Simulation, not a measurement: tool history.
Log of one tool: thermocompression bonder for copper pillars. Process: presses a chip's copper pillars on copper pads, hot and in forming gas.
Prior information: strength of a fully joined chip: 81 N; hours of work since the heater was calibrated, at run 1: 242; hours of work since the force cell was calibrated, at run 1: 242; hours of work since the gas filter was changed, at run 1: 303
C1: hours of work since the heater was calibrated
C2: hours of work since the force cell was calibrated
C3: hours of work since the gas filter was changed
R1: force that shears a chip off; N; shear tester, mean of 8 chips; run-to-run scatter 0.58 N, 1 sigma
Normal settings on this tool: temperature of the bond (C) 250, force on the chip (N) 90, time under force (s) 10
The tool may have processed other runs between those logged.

Run 1, hour 0: usual settings; C1 242; C2 242; C3 303. Result: R1 27.1 N.
Run 2, hour 22.8: usual settings but force on the chip (N) 95; C1 254; C2 254; C3 314. Result: R1 28.3 N.
Run 3, hour 45.4: usual settings but force on the chip (N) 95; C1 265; C2 265; C3 326. Result: R1 27.5 N.
Run 4, hour 71: usual settings but force on the chip (N) 95; C1 279; C2 279; C3 339. Result: R1 27.2 N.
Run 5, hour 97.6: usual settings but force on the chip (N) 95; C1 292; C2 292; C3 353. Result: R1 26.9 N.
Run 6, hour 114: usual settings but force on the chip (N) 95; C1 301; C2 301; C3 362. Result: R1 26.9 N.
Run 7, hour 125.6: usual settings but force on the chip (N) 95; C1 307; C2 307; C3 368. Result: R1 26.4 N.
Run 8, hour 138.1: usual settings but temperature of the bond (C) 266, force on the chip (N) 55, time under force (s) 8; C1 313; C2 313; C3 374. Result: R1 22.7 N.
At hour 160.6: forming gas filter changed.
Run 9, hour 163.6: usual settings but temperature of the bond (C) 268, force on the chip (N) 121; C1 326; C2 326; C3 2. Result: R1 42.1 N.
At hour 166.8: force cell calibrated.
Run 10, hour 184.5: usual settings but temperature of the bond (C) 268, force on the chip (N) 121; C1 336; C2 9; C3 12. Result: R1 42.9 N.
Run 11, hour 212.2: usual settings but temperature of the bond (C) 268, force on the chip (N) 121; C1 351; C2 24; C3 26. Result: R1 42.8 N.
At hour 222.6: force cell calibrated, once more.
Run 12, hour 233.4: usual settings but temperature of the bond (C) 268, force on the chip (N) 112, time under force (s) 6; C1 361; C2 6; C3 36. Result: R1 32.9 N.
Run 13, hour 259.5: usual settings but temperature of the bond (C) 234, force on the chip (N) 112, time under force (s) 17; C1 374; C2 19; C3 50. Result: R1 29.7 N.
Run 14, hour 282.4: usual settings but temperature of the bond (C) 234, force on the chip (N) 112, time under force (s) 17; C1 386; C2 31; C3 62. Result: R1 29.8 N.

Here are 5 independent what-if runs from the current tool condition. What would each one return?
Run A, hour 294: usual settings but temperature of the bond (C) 272, force on the chip (N) 121, time under force (s) 7; C1 392; C2 37; C3 68. Result: R1 ?.
Run B, hour 294: usual settings but temperature of the bond (C) 260, force on the chip (N) 86, time under force (s) 5; C1 392; C2 37; C3 68. Result: R1 ?.
Run C, hour 294: usual settings but temperature of the bond (C) 228, force on the chip (N) 59, time under force (s) 11; C1 392; C2 37; C3 68. Result: R1 ?.
Run D, hour 294: usual settings but force on the chip (N) 55; C1 392; C2 37; C3 68. Result: R1 ?.
Run E, hour 294: usual settings but force on the chip (N) 77, time under force (s) 17; C1 392; C2 37; C3 68. Result: R1 ?.

run    R1
  A  38.5
  B  23.1
  C  15.2
  D  20.2
  E  31.3
Stripped of hidden state, with their random variation kept, the same runs would have yielded:
run    R1
  A  40.7
  B  24.7
  C  16.3
  D  21.7
  E  33.3
